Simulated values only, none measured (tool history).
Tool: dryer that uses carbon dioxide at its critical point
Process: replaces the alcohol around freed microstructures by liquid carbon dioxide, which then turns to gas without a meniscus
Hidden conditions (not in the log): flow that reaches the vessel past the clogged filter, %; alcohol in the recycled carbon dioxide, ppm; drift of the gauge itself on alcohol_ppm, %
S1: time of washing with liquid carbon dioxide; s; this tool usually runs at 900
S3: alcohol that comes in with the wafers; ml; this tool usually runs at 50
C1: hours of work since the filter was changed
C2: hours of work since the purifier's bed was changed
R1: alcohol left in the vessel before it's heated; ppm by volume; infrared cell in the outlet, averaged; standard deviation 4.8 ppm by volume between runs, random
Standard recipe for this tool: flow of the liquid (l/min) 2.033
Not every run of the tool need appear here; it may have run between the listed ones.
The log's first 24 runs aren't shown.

run 25 hour=909.3 | S1=960 flow_of_the_liquid_(l/min)=1.45 S3=113 | C1=187 C2=569 | R1=194
run 26 hour=947 | S1=600 flow_of_the_liquid_(l/min)=2.033 S3=50 | C1=209 C2=590 | R1=183
run 27 hour=978.3 | S1=1080 flow_of_the_liquid_(l/min)=1.89 S3=54 | C1=226 C2=608 | R1=46
run 28 hour=1020.1 | S1=780 flow_of_the_liquid_(l/min)=2.37 S3=74 | C1=250 C2=631 | R1=68
run 29 hour=1076.4 | S1=780 flow_of_the_liquid_(l/min)=2.37 S3=74 | C1=282 C2=663 | R1=75
run 30 hour=1127.7 | S1=900 flow_of_the_liquid_(l/min)=1.64 S3=22 | C1=311 C2=692 | R1=77
run 31 hour=1170.7 | S1=900 flow_of_the_liquid_(l/min)=3.14 S3=23 | C1=335 C2=716 | R1=53
run 32 hour=1211.2 | S1=900 flow_of_the_liquid_(l/min)=2.61 S3=27 | C1=358 C2=739 | R1=64
run 33 hour=1241.6 | S1=900 flow_of_the_liquid_(l/min)=2.73 S3=50 | C1=375 C2=756 | R1=55
run 34 hour=1267.5 | S1=960 flow_of_the_liquid_(l/min)=1.43 S3=23 | C1=390 C2=771 | R1=92
run 35 hour=1308.5 | S1=960 flow_of_the_liquid_(l/min)=1.41 S3=29 | C1=413 C2=794 | R1=109
run 36 hour=1355.3 | S1=960 flow_of_the_liquid_(l/min)=1.41 S3=29 | C1=439 C2=820 | R1=122
run 37 hour=1382.9 | S1=960 flow_of_the_liquid_(l/min)=1.41 S3=29 | C1=455 C2=836 | R1=121
run 38 hour=1414.6 | S1=1380 flow_of_the_liquid_(l/min)=2.32 S3=23 | C1=473 C2=854 | R1=62
run 39 hour=1452.9 | S1=1380 flow_of_the_liquid_(l/min)=2.32 S3=23 | C1=494 C2=875 | R1=59
run 40 hour=1501.5 | S1=1380 flow_of_the_liquid_(l/min)=2.32 S3=23 | C1=522 C2=903 | R1=75
run 41 hour=1539.2 | S1=900 flow_of_the_liquid_(l/min)=3.33 S3=62 | C1=543 C2=924 | R1=61
run 42 hour=1580.9 | S1=900 flow_of_the_liquid_(l/min)=3.33 S3=62 | C1=566 C2=948 | R1=64
run 43 hour=1626.1 | S1=900 flow_of_the_liquid_(l/min)=3.33 S3=42 | C1=592 C2=973 | R1=75
-- hour=1635.7 inlet filter changed
run 44 hour=1664.3 | S1=900 flow_of_the_liquid_(l/min)=3.33 S3=42 | C1=16 C2=994 | R1=76
run 45 hour=1716.3 | S1=960 flow_of_the_liquid_(l/min)=3.21 S3=31 | C1=45 C2=1023 | R1=70
run 46 hour=1758.5 | S1=960 flow_of_the_liquid_(l/min)=3.21 S3=31 | C1=69 C2=1047 | R1=79

Alternative continuations, all from the tool just after run 46; predict every row:
run A hour=1796.3 | S1=960 flow_of_the_liquid_(l/min)=3.21 S3=52 | C1=91 C2=1069 | R1=?
run B hour=1796.3 | S1=900 flow_of_the_liquid_(l/min)=3.1 S3=113 | C1=91 C2=1069 | R1=?
run C hour=1796.3 | S1=1080 flow_of_the_liquid_(l/min)=2.033 S3=50 | C1=91 C2=1069 | R1=?

run=A R1=91
run=B R1=74
run=C R1=77
The same runs, with their run-to-run variation unchanged, on a tool lacking any hidden condition would have given:
run=A R1=19
run=B R1=1
run=C R1=5

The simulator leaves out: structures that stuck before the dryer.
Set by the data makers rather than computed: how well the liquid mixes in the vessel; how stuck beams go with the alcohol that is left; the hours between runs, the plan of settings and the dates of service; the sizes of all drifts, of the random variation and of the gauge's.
